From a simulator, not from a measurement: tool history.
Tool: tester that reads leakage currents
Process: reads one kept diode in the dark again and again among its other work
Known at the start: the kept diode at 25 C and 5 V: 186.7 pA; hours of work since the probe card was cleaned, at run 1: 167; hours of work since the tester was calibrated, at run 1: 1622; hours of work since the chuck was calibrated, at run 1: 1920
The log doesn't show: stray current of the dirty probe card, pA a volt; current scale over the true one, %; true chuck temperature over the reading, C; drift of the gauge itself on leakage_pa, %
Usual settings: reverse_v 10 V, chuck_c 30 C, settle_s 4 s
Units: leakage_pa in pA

run	hour	reverse_v	chuck_c	settle_s	hours of work since the probe card was cleaned	hours of work since the tester was calibrated	hours of work since the chuck was calibrated	leakage_pa
1	0	10	30	4	167	1622	1920	342.96
2	62.8	10	30	4	195	1650	1948	339.95
3	186.6	10	30	4	250	1705	2003	342.19
4	286.2	10	21	4	295	1750	2047	159.04
5	394.4	10	21	4	343	1798	2095	159.59
6	467.8	10	21	4	376	1830	2128	158.85
7	561.6	10	30	0.33	417	1872	2170	346.51
# hour 620.2: chuck's temperature calibrated
8	627.6	10	30	0.33	446	1901	3	415.53
9	742.3	10	30	0.33	497	1952	54	415.5
10	843.5	5.8	30	4	542	1997	99	313.5
11	917.1	10	30	4	575	2030	132	405.73
12	968	10	30	4	597	2052	155	407.84
13	1032.1	10	30	4	626	2081	184	406.15
# hour 1039.9: tester calibrated
14	1134.3	10	30	4	671	42	228	404.32
15	1249.8	10	30	4	722	94	280	402.54
16	1315.4	10	30	4	751	123	309	403.71
17	1375.3	10	30	4	778	149	336	402.28
18	1429.3	10	30	4	802	173	360	401.89
19	1482.5	10	30	4	826	197	383	400.99
20	1573.4	10	30	4	866	238	424	401.41
# hour 1605.4: tester calibrated, once more
21	1668.3	2.9	21	7.74	908	28	465	102.72
22	1732.7	2.9	21	7.74	936	57	494	102.41
23	1854.2	2.9	21	7.74	991	111	548	101.05
24	1946.5	2.9	21	7.74	1032	152	589	101.84
25	2036.6	2.9	21	7.74	1072	192	629	101.62
26	2147.9	4.3	21	6.56	1121	242	679	121.65
27	2223.5	4.3	21	6.56	1155	275	713	122.81
28	2282.4	10	30	0.38	1181	302	739	395.24
29	2391.6	10	30	0.38	1230	350	787	394.53
30	2479.8	10	30	0.38	1269	390	827	394.35
31	2563.9	10	26	6.49	1307	427	864	279.71
32	2658.5	4	26	4	1349	469	906	178.18
33	2732.6	4	26	4	1382	502	939	177.32
34	2836	9.4	39	1.09	1428	548	985	757.67
35	2911.3	3.2	47	2.92	1461	582	1019	820.86
36	3020.3	10	21	4	1510	630	1067	183.09
37	3097.9	10	22	7.94	1545	665	1102	198.95
38	3198.1	12.7	49	2.92	1589	710	1147	1828.79
39	3271.5	10	36	2.09	1622	742	1179	613.25

4 ways to go on from here, each from the tool as it stands after run 39. What would each give?
A	3384.2	1.1	20	3.41	1672	792	1230	?
B	3384.2	10	22	2.67	1672	792	1230	?
C	3384.2	1.2	43	2.09	1672	792	1230	?
D	3384.2	10	48	3.15	1672	792	1230	?

run	leakage_pa
A	55.88
B	199.24
C	374.59
D	1512.86
Without the tool's hidden state the same runs would have given:
run	leakage_pa
A	58.84
B	202.83
C	397.02
D	1594.6

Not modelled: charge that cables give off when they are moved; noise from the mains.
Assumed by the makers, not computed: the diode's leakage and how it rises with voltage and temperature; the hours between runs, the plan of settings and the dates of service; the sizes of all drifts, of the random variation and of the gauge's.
